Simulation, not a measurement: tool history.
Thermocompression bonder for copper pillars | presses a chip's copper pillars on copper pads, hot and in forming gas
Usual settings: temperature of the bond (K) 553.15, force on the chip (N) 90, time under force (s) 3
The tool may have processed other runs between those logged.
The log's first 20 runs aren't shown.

run    hour  temperature of the bond (K)  force on the chip (N)  time under force (s)  force that shears a chip off (N)
 21   868.5                       567.15                    115                     4                             134.1
 22   911.7                       542.15                    115                     6                             129.2
 23   953.1                       570.15                     80                     6                             130.6
 24   991.1                       540.15                     80                     6                             111.4
 25  1027.3                       534.15                     61                     6                              92.3
 26  1071.0                       534.15                     83                     8                             116.0
 27  1119.9                       532.15                     69                     3                              79.0
 28  1149.1                       553.15                     90                     9                             134.2
 29  1190.3                       553.15                     90                     9                             133.5
 30  1225.3                       544.15                     88                     9                             128.1
 31  1278.4                       577.15                     88                     7                             138.6
 32  1332.3                       577.15                     88                     7                             139.7
     1366.1  -- forming gas filter changed
 33  1369.5                       526.15                     58                     2                              55.7
 34  1401.5                       526.15                     58                     2                              55.7
 35  1438.1                       526.15                    101                     4                             102.1
 36  1488.5                       553.15                    109                     2                             108.7
 37  1511.6                       553.15                    109                     2                             110.0
     1525.0  -- force cell calibrated
 38  1544.0                       577.15                     55                     2                              89.3
 39  1594.6                       539.15                     56                     7                              95.9

3 ways to go on from here, each from the tool as it stands after run 39. What would each give?
  A  1619.2                       539.15                     56                     2                                 ?
  B  1619.2                       539.15                     75                     7                                 ?
  C  1619.2                       552.15                     55                     5                                 ?

run  force that shears a chip off (N)
  A                              62.7
  B                             111.6
  C                              96.3
The same runs, with their run-to-run variation unchanged, on a tool lacking any hidden condition would have given:
run  force that shears a chip off (N)
  A                              62.8
  B                             111.8
  C                              96.5
